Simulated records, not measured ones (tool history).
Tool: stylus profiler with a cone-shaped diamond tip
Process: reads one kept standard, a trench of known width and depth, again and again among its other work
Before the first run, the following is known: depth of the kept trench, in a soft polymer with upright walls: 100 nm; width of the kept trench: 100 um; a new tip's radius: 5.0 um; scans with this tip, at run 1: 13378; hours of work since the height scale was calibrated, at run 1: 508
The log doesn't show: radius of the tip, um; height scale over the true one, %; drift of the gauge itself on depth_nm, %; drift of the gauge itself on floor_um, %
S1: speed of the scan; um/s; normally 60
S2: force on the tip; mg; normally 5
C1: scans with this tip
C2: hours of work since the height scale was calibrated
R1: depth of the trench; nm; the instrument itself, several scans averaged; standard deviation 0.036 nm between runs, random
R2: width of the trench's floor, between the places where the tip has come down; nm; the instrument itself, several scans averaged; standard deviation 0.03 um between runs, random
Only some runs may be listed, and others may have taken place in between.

| run | hour | S1 | S2 | C1 | C2 | R1 | R2 |
|---|---|---|---|---|---|---|---|
| 1 | 0 | 60 | 5 | 13378 | 508 | 100.96 | 97790 |
| 2 | 65.1 | 60 | 5 | 13674 | 558 | 100.96 | 97710 |
| 3 | 150.1 | 60 | 5 | 14059 | 623 | 101.02 | 97730 |
| 4 | 212.4 | 60 | 5 | 14341 | 671 | 100.98 | 97770 |
| 5 | 255.5 | 60 | 5 | 14537 | 704 | 101.03 | 97790 |
| 6 | 337.8 | 60 | 5 | 14910 | 767 | 101 | 97780 |
| 7 | 391 | 60 | 1.85 | 15151 | 808 | 100.49 | 97660 |
| 8 | 436.6 | 60 | 1.85 | 15357 | 843 | 100.48 | 97590 |
| 9 | 491.2 | 20 | 1.85 | 15605 | 885 | 100.5 | 97850 |
| 10 | 534.8 | 60 | 2.12 | 15803 | 918 | 100.63 | 97650 |
|  | 567.9 | new tip fitted, height scale calibrated |
| 11 | 619 | 60 | 2.12 | 231 | 39 | 100.5 | 97700 |
| 12 | 663.1 | 60 | 2.12 | 431 | 73 | 100.57 | 97640 |
| 13 | 748.4 | 60 | 2.12 | 818 | 138 | 100.51 | 97700 |
| 14 | 811.2 | 60 | 2.12 | 1103 | 186 | 100.58 | 97630 |
| 15 | 896.4 | 60 | 4.68 | 1488 | 252 | 100.92 | 97780 |
| 16 | 940.1 | 60 | 4.68 | 1687 | 285 | 100.95 | 97750 |
| 17 | 1023.9 | 60 | 2.15 | 2067 | 349 | 100.6 | 97620 |
| 18 | 1084.8 | 232 | 2.53 | 2343 | 396 | 100.59 | 96790 |
| 19 | 1148.1 | 191 | 1.85 | 2630 | 444 | 100.52 | 96780 |
| 20 | 1186.6 | 72 | 4.42 | 2804 | 474 | 100.93 | 97740 |
| 21 | 1265.1 | 72 | 4.42 | 3160 | 534 | 100.88 | 97710 |
| 22 | 1323.3 | 72 | 4.42 | 3424 | 579 | 100.88 | 97740 |
| 23 | 1378.2 | 206 | 3.94 | 3672 | 621 | 100.85 | 97120 |
| 24 | 1428.8 | 206 | 3.94 | 3902 | 659 | 100.83 | 97150 |
| 25 | 1463.6 | 128 | 4.57 | 4060 | 686 | 100.89 | 97530 |
| 26 | 1525.4 | 18 | 6.07 | 4340 | 733 | 101.13 | 97920 |
| 27 | 1584.5 | 21 | 3.38 | 4608 | 779 | 100.79 | 97930 |
| 28 | 1633.3 | 24 | 3.6 | 4829 | 816 | 100.81 | 97930 |
| 29 | 1676.3 | 24 | 3.6 | 5024 | 849 | 100.79 | 97880 |
| 30 | 1721.9 | 60 | 2.47 | 5231 | 884 | 100.63 | 97660 |
| 31 | 1760.9 | 105 | 14.08 | 5407 | 914 | 102.01 | 97780 |
| 32 | 1799.7 | 60 | 7.41 | 5583 | 943 | 101.25 | 97840 |
| 33 | 1874.2 | 19 | 2.22 | 5921 | 1001 | 100.54 | 97850 |
| 34 | 1938.4 | 20 | 12.55 | 6212 | 1050 | 101.84 | 97960 |

Hidden condition of the tool, last listed run before each entry between runs versus first listed run after:
From run 10 to run 11: new tip fitted, height scale calibrated (hour 567.9)
  radius of the tip, um: 5.06 -> 5; height scale over the true one, %: -0.003 -> -0.001
